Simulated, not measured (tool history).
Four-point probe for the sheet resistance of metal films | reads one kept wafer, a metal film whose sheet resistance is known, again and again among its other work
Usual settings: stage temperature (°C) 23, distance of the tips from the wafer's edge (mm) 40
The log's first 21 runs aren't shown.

run	hour	stage temperature (°C)	distance of the tips from the wafer's edge (mm)	touches since the probe head was changed	hours of work since the stage's thermometer was calibrated	sheet resistance as the instrument gives it (ohm/square)
# hour 340: stage's thermometer calibrated
22	355.8	19	9	36111	10	0.12965
23	377	19	26	37172	23	0.128845
24	389.7	19	26	37808	31	0.128848
25	405	18	70	38576	41	0.128641
26	423.6	18	70	39510	52	0.128557
27	444.8	25	12	40568	65	0.130139
28	469.5	25	12	41808	81	0.130124
# hour 483: stage's thermometer calibrated, once more
29	494	25	12	43011	7	0.129847
30	509	25	12	43761	16	0.129835
31	527.8	33	38	44702	28	0.130583
32	552.8	33	38	45957	44	0.130555
33	572	21	44	46919	56	0.128738

4 ways to go on from here, each from the tool as it stands after run 33. What would each give?
A	588.2	21	43	47730	66	?
B	588.2	26	30	47730	66	?
C	588.2	23	15	47730	66	?
D	588.2	21	24	47730	66	?

run	sheet resistance as the instrument gives it (ohm/square)
A	0.12872
B	0.129504
C	0.129319
D	0.128769
Without the tool's hidden state the same runs would have given:
run	sheet resistance as the instrument gives it (ohm/square)
A	0.129303
B	0.130091
C	0.129905
D	0.129352
